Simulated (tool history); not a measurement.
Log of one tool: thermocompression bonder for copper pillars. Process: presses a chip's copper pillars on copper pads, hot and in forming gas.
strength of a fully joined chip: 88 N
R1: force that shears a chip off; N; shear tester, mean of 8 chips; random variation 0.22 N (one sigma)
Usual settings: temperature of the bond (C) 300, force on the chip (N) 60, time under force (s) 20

Run 1, hour 0.0: usual settings. Result: R1 62.5 N.
Run 2, hour 17.4: usual settings but force on the chip (N) 66. Result: R1 65.4 N.
Run 3, hour 58.5: usual settings but force on the chip (N) 66. Result: R1 65.1 N.
Run 4, hour 79.3: usual settings but force on the chip (N) 66. Result: R1 65.0 N.
Run 5, hour 100.5: usual settings but force on the chip (N) 66. Result: R1 65.1 N.
Run 6, hour 136.5: usual settings but force on the chip (N) 61. Result: R1 62.9 N.
At hour 144.3: heater calibrated with a thermocouple chip.
Run 7, hour 172.8: usual settings but force on the chip (N) 61. Result: R1 62.6 N.
Run 8, hour 201.4: usual settings but force on the chip (N) 61. Result: R1 62.4 N.
Run 9, hour 227.8: usual settings but force on the chip (N) 61. Result: R1 62.3 N.
Run 10, hour 260.0: usual settings but force on the chip (N) 61. Result: R1 62.2 N.
Run 11, hour 282.1: usual settings. Result: R1 61.2 N.
Run 12, hour 321.8: usual settings. Result: R1 61.7 N.
Run 13, hour 352.1: usual settings. Result: R1 61.6 N.
Run 14, hour 387.5: usual settings. Result: R1 61.0 N.
Run 15, hour 422.9: usual settings. Result: R1 60.9 N.
Run 16, hour 448.5: usual settings. Result: R1 60.9 N.
Run 17, hour 475.9: usual settings but force on the chip (N) 43. Result: R1 51.9 N.
At hour 492.6: gauge calibrated.
Run 18, hour 514.2: usual settings but force on the chip (N) 43. Result: R1 52.2 N.
Run 19, hour 540.0: usual settings but force on the chip (N) 43. Result: R1 52.8 N.
Run 20, hour 563.4: usual settings but force on the chip (N) 43. Result: R1 52.4 N.
Run 21, hour 596.1: usual settings but temperature of the bond (C) 296, force on the chip (N) 45. Result: R1 51.6 N.
Run 22, hour 619.4: usual settings but temperature of the bond (C) 296, force on the chip (N) 45. Result: R1 51.3 N.
Run 23, hour 637.0: usual settings but temperature of the bond (C) 296, force on the chip (N) 45. Result: R1 51.3 N.
Run 24, hour 670.4: usual settings but temperature of the bond (C) 296, force on the chip (N) 45. Result: R1 51.5 N.
Run 25, hour 707.9: usual settings but temperature of the bond (C) 296, force on the chip (N) 45. Result: R1 51.1 N.

Forecast run 26:
At hour 715.0: forming gas filter changed.
Run 26, hour 726.8: usual settings but temperature of the bond (C) 296, force on the chip (N) 45. Result: R1 ?.

{"run 26": {"R1": 51.0}}
Without the tool's hidden state the same run would have given R1 51.5 N.
